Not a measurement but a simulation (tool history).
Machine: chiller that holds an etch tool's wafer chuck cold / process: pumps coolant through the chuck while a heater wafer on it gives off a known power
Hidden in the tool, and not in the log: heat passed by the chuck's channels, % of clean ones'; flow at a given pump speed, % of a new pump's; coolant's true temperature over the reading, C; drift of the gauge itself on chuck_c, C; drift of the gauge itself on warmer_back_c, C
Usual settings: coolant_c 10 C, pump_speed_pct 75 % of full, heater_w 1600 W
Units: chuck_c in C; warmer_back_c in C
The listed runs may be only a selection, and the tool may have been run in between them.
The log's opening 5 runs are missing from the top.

run,hour,coolant_c,pump_speed_pct,heater_w,hours since the coolant was changed and the channels were flushed,hours since the pump was overhauled,hours since the chiller's thermometer was calibrated,chuck_c,warmer_back_c
6,164.8,10,75,2150,2530,777,684,26.7,6.38
7,190.7,10,75,2150,2556,803,710,26.6,6.41
8,227.6,10,75,1600,2593,840,747,22.5,4.75
9,269.1,10,75,1094,2635,882,789,18.5,3.24
10,311.4,10,75,1094,2677,924,831,18.4,3.26
11,337.7,10,75,1094,2703,950,857,18.3,3.27
12,363.8,10,75,1094,2729,976,883,18.4,3.27
13,388.7,10,75,1094,2754,1001,908,18.4,3.25
14,425.9,10,75,1600,2791,1039,945,22.4,4.74
15,464.3,10,75,1600,2830,1077,984,22.3,4.76
16,496,4,75,1898,2862,1109,1015,18.6,5.62
17,539.1,5,61,933,2905,1152,1059,13.8,3.56
18,588.3,4,84,867,2954,1201,1108,10.1,2.21
19,612.6,8,72,1295,2978,1225,1132,18.4,4.08
20,650.8,12,89,1600,3016,1264,1170,22.4,3.94
21,681.2,16,75,1600,3047,1294,1201,28.5,4.71
22,717.7,8,82,1202,3083,1330,1237,16.7,3.23
23,747.2,8,82,1202,3113,1360,1267,16.5,3.24
24,786.2,10,85,1600,3152,1399,1306,21.2,4.11
25,811.2,10,85,1600,3177,1424,1331,21,4.13
26,834.3,10,85,1600,3200,1447,1354,21.1,4.19
27,863.9,10,85,1600,3230,1477,1383,21.2,4.18
28,907.1,1,74,2330,3273,1520,1427,19.4,7.09
29,960.6,18,96,1451,3326,1573,1480,26.9,3.31
30,1005.4,13,79,2169,3371,1618,1525,28.9,6.1

5 options for the next run, each taken on its own from the tool as it stands now. Forecast them:
A,1029.6,13,79,823,3395,1642,1549,?,?
B,1029.6,13,67,989,3395,1642,1549,?,?
C,1029.6,10,67,1600,3395,1642,1549,?,?
D,1029.6,10,70,950,3395,1642,1549,?,?
E,1029.6,11,79,2169,3395,1642,1549,?,?

run,chuck_c,warmer_back_c
A,19.1,2.36
B,21.6,3.34
C,23.7,5.42
D,17.7,3.03
E,27,6.1
Without the tool's unlogged condition, the same runs would have read:
run,chuck_c,warmer_back_c
A,19.1,2.36
B,21.6,3.34
C,23.7,5.42
D,17.7,3.03
E,27,6.1

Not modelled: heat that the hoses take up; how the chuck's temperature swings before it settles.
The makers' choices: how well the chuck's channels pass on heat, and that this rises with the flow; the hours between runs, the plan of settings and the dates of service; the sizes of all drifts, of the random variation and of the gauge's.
